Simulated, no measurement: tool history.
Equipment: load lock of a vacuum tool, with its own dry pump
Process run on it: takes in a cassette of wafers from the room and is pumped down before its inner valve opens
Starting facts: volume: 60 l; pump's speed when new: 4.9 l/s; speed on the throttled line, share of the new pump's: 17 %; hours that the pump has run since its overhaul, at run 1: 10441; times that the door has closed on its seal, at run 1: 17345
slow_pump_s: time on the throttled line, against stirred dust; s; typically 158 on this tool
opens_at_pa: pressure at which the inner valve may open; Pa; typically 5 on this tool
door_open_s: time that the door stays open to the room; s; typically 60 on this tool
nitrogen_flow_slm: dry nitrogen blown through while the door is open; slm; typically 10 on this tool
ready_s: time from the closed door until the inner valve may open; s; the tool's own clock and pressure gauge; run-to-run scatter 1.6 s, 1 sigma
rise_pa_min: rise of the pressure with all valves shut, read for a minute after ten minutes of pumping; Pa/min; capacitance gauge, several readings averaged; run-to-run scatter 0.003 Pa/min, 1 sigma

run	day	slow_pump_s	opens_at_pa	door_open_s	nitrogen_flow_slm	hours that the pump has run since its overhaul	times that the door has closed on its seal	incoming humidity of the room's air, %	ready_s	rise_pa_min
1	0	158	5	60	10	10441	17345	44.5	254	0.027
2	10.612	158	5	60	10	10696	17885	45.5	253.6	0.029
3	19.808	158	5	60	10	10917	18353	40.9	252.5	0.024
4	27.762	158	5	60	15	11108	18758	41.9	253.3	0.024
5	33.9	158	5	38	10	11255	19070	43.3	253.5	0.025
6	38.683	158	5	38	10	11370	19313	44.9	252.9	0.025
7	46.196	95	5	60	10	11550	19696	45.8	203	0.022
8	57.588	95	5	60	10	11824	20275	47.3	200.6	0.033
9	65.571	113	5	60	10	12015	20682	44.3	215.5	0.03
10	70.55	113	8	60	10	12135	20935	40	210	0.026
11	78.254	113	8	60	10	12320	21327	47.5	212	0.03
12	82.85	113	8	60	10	12430	21561	44.4	209.9	0.03
13	90.358	113	8	60	10	12610	21943	39.7	210.1	0.027
14	97.725	113	8	49	10	12787	22318	42.2	207.8	0.023
15	107.25	158	5	145	10	13015	22803	43.6	254.7	0.043
16	112.871	158	5	145	10	13150	23089	41.5	255.7	0.038
17	121.458	158	5	145	10	13356	23526	42.6	252.1	0.045
# day 125.05: dry pump taken out, an overhauled one fitted
18	126.871	158	5	60	10	44	23789	44.4	253.8	0.029
19	133.821	158	5	60	10	210	24143	43.4	254.6	0.021
20	144.229	158	5	60	10	460	24672	43.7	252.6	0.03
21	155.229	158	5	60	10	724	25232	39.7	253.1	0.026
22	165.846	158	10	60	10	979	25773	45.4	245.7	0.026
23	175.454	103	7	41	19	1210	26262	46.1	201.7	0.022
24	181.767	113	5	64	10	1361	26583	42.5	216.5	0.024
25	190.762	172	8	163	11	1577	27041	42	254.9	0.042
26	201.829	226	5	64	33	1843	27604	45.8	305.7	0.021
27	206.433	158	5	56	11	1953	27838	48	254.3	0.032
28	216.117	158	5	56	11	2186	28331	44.6	250.3	0.029
29	225.512	158	5	56	11	2411	28810	41	255.2	0.025
30	236.367	158	5	56	11	2672	29362	43.7	253.5	0.029
31	244.921	158	5	56	11	2877	29797	43.8	255.2	0.03
32	249.967	180	7	89	29	2998	30054	43.8	267.7	0.025
33	260.971	158	6	100	10	3262	30614	47.5	251.8	0.046
34	267.875	220	9	100	10	3428	30966	45.8	295.3	0.039
35	276.125	156	6	60	31	3626	31385	45.1	248.5	0.015
36	282.5	155	6	50	13	3779	31710	44.7	251.1	0.024
37	290.496	155	6	230	26	3971	32117	47.5	249.9	0.034

How the hidden state differs across the entries between the runs, from the last listed run before each to the first after it:
Run 17 -> run 18: dry pump taken out, an overhauled one fitted (day 125.05)
  both runs share identical hidden conditions
